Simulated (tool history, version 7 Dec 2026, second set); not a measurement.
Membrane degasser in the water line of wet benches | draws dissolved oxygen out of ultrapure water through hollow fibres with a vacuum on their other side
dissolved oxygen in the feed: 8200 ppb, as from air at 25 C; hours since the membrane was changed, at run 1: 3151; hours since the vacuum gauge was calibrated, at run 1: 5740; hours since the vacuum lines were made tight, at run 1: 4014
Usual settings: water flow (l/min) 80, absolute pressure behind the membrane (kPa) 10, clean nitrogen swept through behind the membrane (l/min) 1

| run | hour | water flow (l/min) | absolute pressure behind the membrane (kPa) | clean nitrogen swept through behind the membrane (l/min) | hours since the membrane was changed | hours since the vacuum gauge was calibrated | hours since the vacuum lines were made tight | dissolved oxygen in the water behind the degasser (ppb) | pressure that the water loses in the fibres (kPa) |
|---|---|---|---|---|---|---|---|---|---|
| 1 | 0 | 80 | 10 | 1 | 3151 | 5740 | 4014 | 868.2 | 28.16 |
| 2 | 260.3 | 80 | 6.4 | 1 | 3412 | 6001 | 4275 | 440 | 28.06 |
| 3 | 545.3 | 80 | 6.4 | 1 | 3697 | 6286 | 4560 | 439.3 | 28 |
| 4 | 729.3 | 80 | 10 | 0.46 | 3881 | 6470 | 4744 | 1321.2 | 28.18 |
| 5 | 967.6 | 61 | 10 | 0.46 | 4119 | 6708 | 4982 | 1144.2 | 21.34 |
| 6 | 1216.2 | 61 | 10 | 0.46 | 4368 | 6956 | 5231 | 1142.9 | 21.45 |
| 7 | 1366.6 | 59 | 10 | 1 | 4518 | 7107 | 5381 | 699.5 | 20.86 |
| 8 | 1589.1 | 80 | 10 | 1 | 4740 | 7329 | 5603 | 867.7 | 28.06 |
| 9 | 1858.5 | 80 | 10 | 1 | 5010 | 7599 | 5873 | 867.6 | 28.04 |
| 10 | 2153.9 | 80 | 11.6 | 1 | 5305 | 7894 | 6168 | 1045.5 | 27.95 |
| 11 | 2328.4 | 80 | 11.6 | 1 | 5480 | 8069 | 6343 | 1049.7 | 28.14 |
| 12 | 2526.2 | 80 | 11.6 | 1 | 5678 | 8267 | 6541 | 1047.1 | 27.96 |
| 13 | 2715.1 | 80 | 10 | 1 | 5866 | 8455 | 6729 | 867.2 | 28.09 |
| 14 | 2860.5 | 80 | 10 | 1 | 6012 | 8601 | 6875 | 869 | 28.01 |
| 15 | 3157.1 | 80 | 10 | 1 | 6308 | 8897 | 7171 | 867.9 | 28.19 |
|  | 3206 | vacuum gauge calibrated |
| 16 | 3435.1 | 56 | 8.5 | 1 | 6586 | 229 | 7449 | 532.5 | 19.69 |
| 17 | 3573 | 80 | 15 | 0.96 | 6724 | 367 | 7587 | 1442.2 | 28.2 |
| 18 | 3854.9 | 69 | 9.3 | 1.76 | 7006 | 649 | 7869 | 477.4 | 24.21 |
| 19 | 4022.1 | 69 | 9.3 | 1.76 | 7173 | 816 | 8036 | 476.9 | 24.26 |
| 20 | 4238.8 | 69 | 21.9 | 1.76 | 7390 | 1033 | 8253 | 1300.5 | 24.2 |
| 21 | 4436.3 | 106 | 7.7 | 1.07 | 7587 | 1230 | 8450 | 705.4 | 37.28 |
| 22 | 4753.3 | 80 | 9.6 | 1 | 7904 | 1547 | 8767 | 820.8 | 28.13 |
| 23 | 4955.8 | 80 | 9.6 | 1 | 8107 | 1750 | 8970 | 821.2 | 27.96 |
| 24 | 5111.3 | 57 | 10 | 1 | 8262 | 1905 | 9125 | 681.6 | 19.96 |
| 25 | 5296.6 | 99 | 9.1 | 0.93 | 8448 | 2091 | 9311 | 920.7 | 34.72 |
| 26 | 5476.9 | 80 | 10 | 0.95 | 8628 | 2271 | 9491 | 895.3 | 28.03 |
| 27 | 5694.7 | 80 | 10 | 0.95 | 8846 | 2489 | 9709 | 894.9 | 28.11 |
| 28 | 5886 | 80 | 10 | 0.95 | 9037 | 2680 | 9900 | 896.3 | 28.23 |
|  | 5915.9 | seals of the vacuum lines changed |
| 29 | 6191.6 | 116 | 10 | 2.08 | 9340 | 2984 | 276 | 723.1 | 40.8 |
| 30 | 6336.6 | 116 | 10 | 2.08 | 9486 | 3129 | 421 | 723.1 | 40.73 |

Forecast each of these 5 alternatives for the next run:
| A | 6509.4 | 116 | 10 | 0.5 | 9658 | 3301 | 594 | ? | ? |
| B | 6509.4 | 80 | 10 | 2.44 | 9658 | 3301 | 594 | ? | ? |
| C | 6509.4 | 122 | 10 | 2.08 | 9658 | 3301 | 594 | ? | ? |
| D | 6509.4 | 120 | 13.9 | 2.08 | 9658 | 3301 | 594 | ? | ? |
| E | 6509.4 | 81 | 19.8 | 2.08 | 9658 | 3301 | 594 | ? | ? |

| run | dissolved oxygen in the water behind the degasser (ppb) | pressure that the water loses in the fibres (kPa) |
|---|---|---|
| A | 1528.6 | 40.83 |
| B | 470 | 27.96 |
| C | 753.7 | 42.7 |
| D | 1088.4 | 41.99 |
| E | 1173.2 | 28.37 |
Without the tool's hidden state the same runs would have given:
| run | dissolved oxygen in the water behind the degasser (ppb) | pressure that the water loses in the fibres (kPa) |
|---|---|---|
| A | 1528.5 | 40.82 |
| B | 469.9 | 27.95 |
| C | 753.6 | 42.7 |
| D | 1088.3 | 41.98 |
| E | 1173.2 | 28.37 |
